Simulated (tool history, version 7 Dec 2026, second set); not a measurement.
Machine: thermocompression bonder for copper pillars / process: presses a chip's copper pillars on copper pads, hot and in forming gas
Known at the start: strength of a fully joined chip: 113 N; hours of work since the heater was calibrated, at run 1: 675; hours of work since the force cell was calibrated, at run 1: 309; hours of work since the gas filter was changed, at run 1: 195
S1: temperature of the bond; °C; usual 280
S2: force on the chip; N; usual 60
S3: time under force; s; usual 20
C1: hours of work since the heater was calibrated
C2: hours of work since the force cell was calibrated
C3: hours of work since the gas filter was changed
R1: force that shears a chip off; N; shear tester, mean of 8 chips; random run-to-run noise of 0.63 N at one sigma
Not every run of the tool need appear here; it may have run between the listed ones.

run 1 day=0.000 | S1=280 S2=60 S3=20 | C1=675 C2=309 C3=195 | R1=79.5
run 2 day=0.558 | S1=280 S2=60 S3=20 | C1=682 C2=316 C3=202 | R1=79.3
run 3 day=0.908 | S1=280 S2=57 S3=20 | C1=687 C2=321 C3=206 | R1=77.8
run 4 day=1.362 | S1=280 S2=57 S3=20 | C1=692 C2=326 C3=212 | R1=78.9
run 5 day=1.962 | S1=285 S2=57 S3=20 | C1=700 C2=334 C3=220 | R1=79.9
run 6 day=2.362 | S1=285 S2=57 S3=20 | C1=705 C2=339 C3=225 | R1=80.3
run 7 day=2.912 | S1=285 S2=57 S3=20 | C1=712 C2=346 C3=232 | R1=80.1
run 8 day=3.221 | S1=280 S2=53 S3=20 | C1=716 C2=350 C3=236 | R1=75.4
run 9 day=3.621 | S1=280 S2=60 S3=21 | C1=721 C2=355 C3=241 | R1=79.7
run 10 day=4.138 | S1=280 S2=60 S3=38 | C1=728 C2=362 C3=248 | R1=89.5
run 11 day=4.483 | S1=280 S2=60 S3=28 | C1=732 C2=366 C3=252 | R1=86.0
run 12 day=5.088 | S1=280 S2=60 S3=28 | C1=740 C2=374 C3=260 | R1=84.4
run 13 day=5.696 | S1=280 S2=60 S3=25 | C1=748 C2=382 C3=268 | R1=83.3
run 14 day=6.100 | S1=280 S2=60 S3=25 | C1=753 C2=387 C3=273 | R1=81.6
run 15 day=6.683 | S1=280 S2=60 S3=20 | C1=761 C2=395 C3=280 | R1=77.7
run 16 day=7.083 | S1=280 S2=38 S3=20 | C1=766 C2=400 C3=285 | R1=66.6
run 17 day=7.433 | S1=280 S2=38 S3=20 | C1=770 C2=404 C3=290 | R1=67.1
-- day=7.550 heater calibrated with a thermocouple chip
run 18 day=8.188 | S1=280 S2=38 S3=20 | C1=8 C2=413 C3=299 | R1=66.1
run 19 day=8.483 | S1=280 S2=60 S3=20 | C1=12 C2=417 C3=302 | R1=78.4
-- day=8.896 heater calibrated with a thermocouple chip, once more
run 20 day=9.129 | S1=280 S2=60 S3=20 | C1=3 C2=424 C3=310 | R1=75.9
run 21 day=9.512 | S1=280 S2=60 S3=15 | C1=8 C2=429 C3=315 | R1=70.9
run 22 day=10.054 | S1=280 S2=60 S3=15 | C1=15 C2=436 C3=321 | R1=71.1
run 23 day=10.517 | S1=280 S2=60 S3=15 | C1=21 C2=442 C3=327 | R1=71.4
run 24 day=10.804 | S1=280 S2=62 S3=37 | C1=24 C2=445 C3=331 | R1=86.8
run 25 day=11.204 | S1=280 S2=62 S3=37 | C1=30 C2=451 C3=336 | R1=87.4
run 26 day=11.704 | S1=280 S2=53 S3=17 | C1=36 C2=457 C3=343 | R1=70.5
run 27 day=12.079 | S1=308 S2=60 S3=20 | C1=41 C2=462 C3=347 | R1=87.8
run 28 day=12.608 | S1=280 S2=68 S3=27 | C1=48 C2=469 C3=354 | R1=84.5
run 29 day=12.967 | S1=280 S2=65 S3=27 | C1=52 C2=473 C3=359 | R1=84.1
run 30 day=13.425 | S1=284 S2=65 S3=19 | C1=58 C2=479 C3=365 | R1=78.5
run 31 day=14.096 | S1=294 S2=59 S3=12 | C1=67 C2=488 C3=373 | R1=71.7
run 32 day=14.629 | S1=289 S2=55 S3=16 | C1=74 C2=494 C3=380 | R1=72.7
run 33 day=15.021 | S1=260 S2=60 S3=20 | C1=79 C2=499 C3=385 | R1=64.2
run 34 day=15.692 | S1=260 S2=60 S3=20 | C1=87 C2=508 C3=394 | R1=65.0
run 35 day=16.021 | S1=290 S2=59 S3=53 | C1=91 C2=512 C3=398 | R1=93.9
run 36 day=16.458 | S1=290 S2=46 S3=14 | C1=97 C2=518 C3=404 | R1=66.1
-- day=16.817 forming gas filter changed
run 37 day=16.867 | S1=290 S2=46 S3=14 | C1=102 C2=523 C3=1 | R1=70.6
run 38 day=17.312 | S1=290 S2=46 S3=14 | C1=108 C2=529 C3=6 | R1=72.2
run 39 day=17.621 | S1=296 S2=38 S3=18 | C1=112 C2=532 C3=10 | R1=74.2
run 40 day=18.271 | S1=296 S2=38 S3=18 | C1=120 C2=541 C3=19 | R1=74.9
run 41 day=18.771 | S1=296 S2=38 S3=18 | C1=126 C2=547 C3=25 | R1=74.6

Some steps in R1, run to run, broken into two amounts with sign: the step expected even without the hidden condition (settings, incoming material, random variation), and the rest, left for the hidden condition together with whatever gauge scatter is not in both the measured and the hidden-condition-free result:
Hidden state present: true temperature of the bond over the reading, C; force that reaches the chip, % of what is set; oxide that the forming gas leaves, % of the face; drift of the gauge itself on shear_n, %.
Run 26 -> 27: S1 280 -> 308, S2 53 -> 60, S3 17 -> 20. R1 +17.3 N: hidden state -1.4, all else +18.7.
Run 34 -> 35: S1 260 -> 290, S2 60 -> 59, S3 20 -> 53. R1 +28.9 N: hidden state -2.7, all else +31.6.
Run 35 -> 36: S2 59 -> 46, S3 53 -> 14. R1 -27.8 N: hidden state +2.5, all else -30.3.
Run 36 -> 37: forming gas filter changed. R1 +4.5 N: hidden state +5.7, all else -1.2.
